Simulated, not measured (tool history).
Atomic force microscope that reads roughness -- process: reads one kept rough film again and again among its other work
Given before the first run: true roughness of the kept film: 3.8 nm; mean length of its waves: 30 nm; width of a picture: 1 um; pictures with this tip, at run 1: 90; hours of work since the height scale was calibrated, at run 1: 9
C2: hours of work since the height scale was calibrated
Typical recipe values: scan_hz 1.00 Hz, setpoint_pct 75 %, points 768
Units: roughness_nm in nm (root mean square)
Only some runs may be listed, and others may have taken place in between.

{"run": 1, "hour": 0.0, "scan_hz": 1.0, "setpoint_pct": 75, "points": 768, "pictures with this tip": 90, "C2": 9, "roughness_nm": 3.013}
{"run": 2, "hour": 8.3, "scan_hz": 1.0, "setpoint_pct": 75, "points": 768, "pictures with this tip": 99, "C2": 13, "roughness_nm": 2.996}
{"run": 3, "hour": 16.6, "scan_hz": 1.0, "setpoint_pct": 75, "points": 768, "pictures with this tip": 108, "C2": 17, "roughness_nm": 2.972}
{"run": 4, "hour": 22.8, "scan_hz": 1.0, "setpoint_pct": 75, "points": 768, "pictures with this tip": 114, "C2": 20, "roughness_nm": 2.986}
{"run": 5, "hour": 31.5, "scan_hz": 1.0, "setpoint_pct": 73, "points": 768, "pictures with this tip": 124, "C2": 24, "roughness_nm": 3.018}
{"run": 6, "hour": 37.4, "scan_hz": 1.0, "setpoint_pct": 75, "points": 378, "pictures with this tip": 130, "C2": 26, "roughness_nm": 2.946}
{"run": 7, "hour": 42.5, "scan_hz": 1.0, "setpoint_pct": 75, "points": 378, "pictures with this tip": 136, "C2": 29, "roughness_nm": 2.97}
{"run": 8, "hour": 50.5, "scan_hz": 1.53, "setpoint_pct": 75, "points": 768, "pictures with this tip": 144, "C2": 32, "roughness_nm": 2.859}
{"run": 9, "hour": 58.7, "scan_hz": 1.53, "setpoint_pct": 75, "points": 768, "pictures with this tip": 153, "C2": 36, "roughness_nm": 2.877}
{"run": 10, "hour": 64.0, "scan_hz": 1.17, "setpoint_pct": 85, "points": 768, "pictures with this tip": 159, "C2": 39, "roughness_nm": 2.763}
{"run": 11, "hour": 69.0, "scan_hz": 1.0, "setpoint_pct": 75, "points": 388, "pictures with this tip": 164, "C2": 41, "roughness_nm": 2.974}
{"run": 12, "hour": 75.3, "scan_hz": 1.52, "setpoint_pct": 64, "points": 288, "pictures with this tip": 171, "C2": 44, "roughness_nm": 2.987}
{"run": 13, "hour": 79.3, "scan_hz": 0.7, "setpoint_pct": 61, "points": 707, "pictures with this tip": 176, "C2": 46, "roughness_nm": 3.127}
{"hour": 81.0, "done": "new tip fitted"}
{"run": 14, "hour": 84.2, "scan_hz": 0.7, "setpoint_pct": 61, "points": 707, "pictures with this tip": 3, "C2": 48, "roughness_nm": 3.175}
{"run": 15, "hour": 93.1, "scan_hz": 1.0, "setpoint_pct": 75, "points": 749, "pictures with this tip": 13, "C2": 52, "roughness_nm": 2.973}
{"run": 16, "hour": 97.5, "scan_hz": 1.0, "setpoint_pct": 75, "points": 749, "pictures with this tip": 18, "C2": 54, "roughness_nm": 2.969}
{"run": 17, "hour": 106.4, "scan_hz": 1.78, "setpoint_pct": 65, "points": 439, "pictures with this tip": 27, "C2": 58, "roughness_nm": 2.967}
{"run": 18, "hour": 111.6, "scan_hz": 1.78, "setpoint_pct": 56, "points": 293, "pictures with this tip": 33, "C2": 60, "roughness_nm": 3.043}

Forecast each of these 5 alternatives for the next run:
{"run": "A", "hour": 117.2, "scan_hz": 0.79, "setpoint_pct": 77, "points": 607, "pictures with this tip": 39, "C2": 63, "roughness_nm": "?"}
{"run": "B", "hour": 117.2, "scan_hz": 2.06, "setpoint_pct": 87, "points": 293, "pictures with this tip": 39, "C2": 63, "roughness_nm": "?"}
{"run": "C", "hour": 117.2, "scan_hz": 1.0, "setpoint_pct": 85, "points": 768, "pictures with this tip": 39, "C2": 63, "roughness_nm": "?"}
{"run": "D", "hour": 117.2, "scan_hz": 1.78, "setpoint_pct": 56, "points": 293, "pictures with this tip": 39, "C2": 63, "roughness_nm": "?"}
{"run": "E", "hour": 117.2, "scan_hz": 1.3, "setpoint_pct": 75, "points": 703, "pictures with this tip": 39, "C2": 63, "roughness_nm": "?"}

run=A roughness_nm=2.992
run=B roughness_nm=2.403
run=C roughness_nm=2.836
run=D roughness_nm=3.065
run=E roughness_nm=2.914
Without the tool's hidden state the same runs would have given:
run=A roughness_nm=2.993
run=B roughness_nm=2.404
run=C roughness_nm=2.837
run=D roughness_nm=3.066
run=E roughness_nm=2.915
